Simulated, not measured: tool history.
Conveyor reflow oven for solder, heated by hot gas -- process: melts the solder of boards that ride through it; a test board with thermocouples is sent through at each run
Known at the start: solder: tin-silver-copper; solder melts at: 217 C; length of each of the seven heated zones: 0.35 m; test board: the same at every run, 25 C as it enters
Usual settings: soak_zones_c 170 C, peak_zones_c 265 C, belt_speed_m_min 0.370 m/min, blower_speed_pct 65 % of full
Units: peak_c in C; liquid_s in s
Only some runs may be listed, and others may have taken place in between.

| run | day | soak_zones_c | peak_zones_c | belt_speed_m_min | blower_speed_pct | peak_c | liquid_s |
|---|---|---|---|---|---|---|---|
| 1 | 0.000 | 170 | 265 | 0.370 | 65 | 250.1 | 82.2 |
| 2 | 0.850 | 170 | 265 | 0.370 | 65 | 250.4 | 82.2 |
| 3 | 1.788 | 170 | 265 | 0.370 | 65 | 250.1 | 82.1 |
| 4 | 2.662 | 170 | 265 | 0.370 | 65 | 250.2 | 81.8 |
| 5 | 3.367 | 170 | 265 | 0.370 | 65 | 250.1 | 82.4 |
| 6 | 4.683 | 170 | 265 | 0.370 | 65 | 249.8 | 82.1 |
| 7 | 5.704 | 170 | 265 | 0.370 | 65 | 250.0 | 81.8 |
| 8 | 6.542 | 170 | 265 | 0.370 | 65 | 250.0 | 81.8 |
| 9 | 7.929 | 185 | 265 | 0.370 | 65 | 252.1 | 92.8 |
| 10 | 8.871 | 185 | 265 | 0.370 | 65 | 252.2 | 92.3 |
| 11 | 10.100 | 170 | 265 | 0.303 | 65 | 254.5 | 108.9 |
|  | 10.592 | flux residue cleaned out of gas plates and filters |
| 12 | 11.621 | 170 | 265 | 0.303 | 65 | 254.8 | 109.7 |
| 13 | 12.271 | 170 | 265 | 0.303 | 65 | 254.9 | 110.0 |
| 14 | 13.367 | 170 | 265 | 0.303 | 65 | 254.7 | 109.4 |
| 15 | 14.729 | 170 | 265 | 0.370 | 65 | 249.9 | 82.1 |
| 16 | 15.417 | 170 | 265 | 0.370 | 65 | 249.7 | 81.9 |
| 17 | 16.400 | 170 | 260 | 0.336 | 65 | 247.8 | 89.4 |
| 18 | 16.996 | 178 | 275 | 0.325 | 82 | 265.8 | 115.3 |
| 19 | 17.783 | 178 | 275 | 0.332 | 61 | 261.7 | 109.0 |
| 20 | 18.646 | 178 | 275 | 0.359 | 67 | 260.9 | 100.0 |
| 21 | 19.558 | 178 | 275 | 0.359 | 67 | 261.3 | 100.1 |
| 22 | 20.762 | 178 | 269 | 0.359 | 67 | 255.5 | 95.2 |
| 23 | 21.517 | 173 | 265 | 0.302 | 65 | 255.0 | 111.8 |
|  | 22.121 | flux residue cleaned out of gas plates and filters |
| 24 | 22.296 | 173 | 265 | 0.302 | 65 | 255.4 | 112.5 |
| 25 | 23.292 | 179 | 265 | 0.370 | 53 | 248.5 | 84.3 |
| 26 | 23.917 | 170 | 262 | 0.370 | 65 | 247.2 | 79.3 |
| 27 | 25.296 | 167 | 262 | 0.370 | 59 | 245.2 | 74.5 |
| 28 | 26.579 | 167 | 262 | 0.370 | 59 | 245.3 | 74.4 |
| 29 | 27.233 | 180 | 265 | 0.370 | 55 | 248.9 | 85.9 |
| 30 | 28.383 | 180 | 265 | 0.370 | 55 | 248.3 | 85.6 |
|  | 28.654 | thermocouples of zones 6 and 7 changed |
| 31 | 29.788 | 180 | 265 | 0.370 | 55 | 250.5 | 87.3 |

What if the next run were any one of these 3? Each begins from the tool's condition after run 31:
| A | 30.708 | 160 | 265 | 0.370 | 83 | ? | ? |
| B | 30.708 | 160 | 269 | 0.315 | 55 | ? | ? |
| C | 30.708 | 180 | 265 | 0.370 | 68 | ? | ? |

| run | peak_c | liquid_s |
|---|---|---|
| A | 253.2 | 82.7 |
| B | 255.6 | 99.2 |
| C | 253.1 | 91.5 |
Had the tool no hidden state, the same runs would have come out as:
| run | peak_c | liquid_s |
|---|---|---|
| A | 253.9 | 83.0 |
| B | 256.2 | 99.1 |
| C | 253.7 | 91.5 |
